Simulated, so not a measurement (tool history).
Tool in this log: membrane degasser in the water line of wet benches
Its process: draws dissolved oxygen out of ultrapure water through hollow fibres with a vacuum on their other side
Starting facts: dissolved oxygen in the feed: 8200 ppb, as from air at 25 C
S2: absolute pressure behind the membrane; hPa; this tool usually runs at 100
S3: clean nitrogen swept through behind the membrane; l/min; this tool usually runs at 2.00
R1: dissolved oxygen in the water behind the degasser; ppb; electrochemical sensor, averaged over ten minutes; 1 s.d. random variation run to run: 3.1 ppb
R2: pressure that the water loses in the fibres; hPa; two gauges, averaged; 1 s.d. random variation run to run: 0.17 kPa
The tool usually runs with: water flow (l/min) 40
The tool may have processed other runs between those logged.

Run 1, day 0.000: usual settings. Result: R1 318.5 ppb, R2 291.4 hPa.
Run 2, day 1.846: usual settings. Result: R1 307.2 ppb, R2 288.5 hPa.
Run 3, day 3.304: usual settings but S3 2.34 l/min. Result: R1 270.4 ppb, R2 289.2 hPa.
Run 4, day 4.742: usual settings but S3 2.34 l/min. Result: R1 269.3 ppb, R2 289.3 hPa.
Run 5, day 5.817: usual settings but S3 3.47 l/min. Result: R1 194.7 ppb, R2 290.4 hPa.
Run 6, day 7.358: usual settings but S3 3.47 l/min. Result: R1 195.1 ppb, R2 286.5 hPa.
Run 7, day 9.121: usual settings but S3 3.47 l/min. Result: R1 192.2 ppb, R2 287.0 hPa.
Run 8, day 9.900: usual settings but S3 3.47 l/min. Result: R1 192.9 ppb, R2 286.0 hPa.
Run 9, day 11.083: usual settings. Result: R1 310.8 ppb, R2 286.4 hPa.
Run 10, day 12.775: usual settings. Result: R1 308.3 ppb, R2 286.3 hPa.
Run 11, day 14.621: usual settings but S2 240 hPa. Result: R1 849.7 ppb, R2 285.0 hPa.
Run 12, day 15.642: usual settings but S2 240 hPa. Result: R1 850.9 ppb, R2 288.1 hPa.
Run 13, day 16.804: usual settings but S2 240 hPa. Result: R1 864.3 ppb, R2 287.9 hPa.
Run 14, day 17.988: usual settings but S3 2.96 l/min. Result: R1 222.6 ppb, R2 281.5 hPa.
Run 15, day 19.050: usual settings but S3 2.96 l/min. Result: R1 221.5 ppb, R2 286.0 hPa.
Run 16, day 19.808: usual settings but S3 2.96 l/min. Result: R1 222.1 ppb, R2 284.0 hPa.
Run 17, day 21.692: usual settings. Result: R1 304.2 ppb, R2 286.7 hPa.
Run 18, day 22.608: usual settings but water flow (l/min) 31, S2 81 hPa. Result: R1 175.5 ppb, R2 223.0 hPa.
Run 19, day 24.088: usual settings but water flow (l/min) 44, S2 136 hPa. Result: R1 493.2 ppb, R2 312.0 hPa.
Run 20, day 25.883: usual settings but water flow (l/min) 56, S2 136 hPa, S3 5.17 l/min. Result: R1 301.2 ppb, R2 398.3 hPa.
Run 21, day 27.092: usual settings but water flow (l/min) 56, S2 136 hPa, S3 5.17 l/min. Result: R1 296.7 ppb, R2 399.2 hPa.
Run 22, day 28.079: usual settings but water flow (l/min) 56, S3 1.22 l/min. Result: R1 608.1 ppb, R2 392.6 hPa.
Run 23, day 29.012: usual settings but water flow (l/min) 54, S2 114 hPa, S3 1.16 l/min. Result: R1 739.3 ppb, R2 383.7 hPa.
Run 24, day 30.200: usual settings but S2 98 hPa. Result: R1 303.9 ppb, R2 279.3 hPa.
Run 25, day 31.892: usual settings but S2 68 hPa. Result: R1 171.9 ppb, R2 281.6 hPa.
Run 26, day 33.004: usual settings but water flow (l/min) 26, S2 70 hPa, S3 1.19 l/min. Result: R1 181.7 ppb, R2 181.7 hPa.
Run 27, day 34.508: usual settings but water flow (l/min) 26, S2 70 hPa, S3 1.19 l/min. Result: R1 184.7 ppb, R2 184.9 hPa.
Run 28, day 36.396: usual settings but water flow (l/min) 30. Result: R1 231.8 ppb, R2 211.3 hPa.
At day 36.617: gauge calibrated.
Run 29, day 37.746: usual settings but S2 166 hPa, S3 1.35 l/min. Result: R1 785.1 ppb, R2 288.0 hPa.
Run 30, day 38.562: usual settings but S2 166 hPa, S3 1.35 l/min. Result: R1 788.1 ppb, R2 291.5 hPa.
Run 31, day 40.129: usual settings but S2 166 hPa, S3 1.35 l/min. Result: R1 782.3 ppb, R2 291.3 hPa.
Run 32, day 41.296: usual settings. Result: R1 309.6 ppb, R2 291.1 hPa.
Run 33, day 42.342: usual settings. Result: R1 309.4 ppb, R2 286.9 hPa.

Below, each run's measurement less what the same run would have read without the hidden state. Both values contain the same run-to-run variation, but the gauge's scatter may not be the same in both:
Unlogged tool condition in this case: membrane still open, %; true pressure behind the membrane over the reading, kPa; air that leaks in behind the membrane, l/min; drift of the gauge itself on oxygen_ppb, %; drift of the gauge itself on loss_of_pressure_kpa, %.
run    R2
  1  +0.0
  2  -0.4
  3  -0.7
  4  -1.1
  5  -1.4
  6  -1.7
  7  -2.1
  8  -2.3
  9  -2.6
 10  -2.9
 11  -3.5
 12  -3.7
 13  -3.9
 14  -4.2
 15  -4.5
 16  -4.6
 17  -5.1
 18  -4.1
 19  -6.3
 20  -8.6
 21  -8.9
 22  -9.2
 23  -9.2
 24  -7.1
 25  -7.5
 26  -5.0
 27  -5.3
 28  -6.5
 29  -0.2
 30  -0.4
 31  -0.8
 32  -1.1
 33  -1.3
R1 without the hidden state stays within 0.3 ppb of what was measured, in all runs.

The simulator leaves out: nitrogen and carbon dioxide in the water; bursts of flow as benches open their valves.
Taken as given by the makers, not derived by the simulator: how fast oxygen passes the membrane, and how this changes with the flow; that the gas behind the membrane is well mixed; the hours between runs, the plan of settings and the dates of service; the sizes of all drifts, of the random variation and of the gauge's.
